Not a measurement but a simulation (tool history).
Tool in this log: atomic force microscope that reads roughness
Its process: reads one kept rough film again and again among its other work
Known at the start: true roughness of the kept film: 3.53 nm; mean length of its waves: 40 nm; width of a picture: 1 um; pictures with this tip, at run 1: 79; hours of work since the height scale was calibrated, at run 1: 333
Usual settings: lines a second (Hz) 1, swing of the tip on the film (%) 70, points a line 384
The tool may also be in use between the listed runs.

run    day  lines a second (Hz)  swing of the tip on the film (%)  points a line  pictures with this tip  hours of work since the height scale was calibrated  roughness of the kept film (nm (root mean square))
  1      0                    1                                70            384                      79                                                  333                                               2.741
  2  0.792                    1                                70            384                     107                                                  343                                               2.686
  3  1.571                    1                                70            384                     135                                                  352                                               2.588
  4  2.404                    1                                70            384                     164                                                  362                                               2.549
  5  3.071                    1                                70            674                     188                                                  370                                               2.486
  6  3.717                    1                                70            674                     210                                                  377                                               2.437
  7  4.279                    1                                62            384                     230                                                  384                                               2.448
  8  4.979                 2.99                                62            309                     255                                                  393                                               2.234
     5.083  -- height scale calibrated on a step standard
     5.404  -- new tip fitted
  9  5.746                 0.78                                72            384                      12                                                    8                                               3.016
 10   6.45                 1.68                                90            898                      36                                                   16                                               2.415
 11  7.321                 1.68                                56            323                      67                                                   27                                               2.855

Branching from run 11: 5 alternative next runs. What would each branch give?
  A  7.771                    1                                84            384                      83                                                   32                                                   ?
  B  7.771                 1.68                                73            868                      83                                                   32                                                   ?
  C  7.771                 1.92                                60            472                      83                                                   32                                                   ?
  D  7.771                  2.4                                75            838                      83                                                   32                                                   ?
  E  7.771                    1                                60            384                      83                                                   32                                                   ?

run  roughness of the kept film (nm (root mean square))
  A                                               2.612
  B                                               2.641
  C                                               2.788
  D                                               2.479
  E                                                2.87
With no hidden state in the tool, these same runs would have given:
run  roughness of the kept film (nm (root mean square))
  A                                               2.857
  B                                               2.888
  C                                               3.049
  D                                               2.711
  E                                               3.139
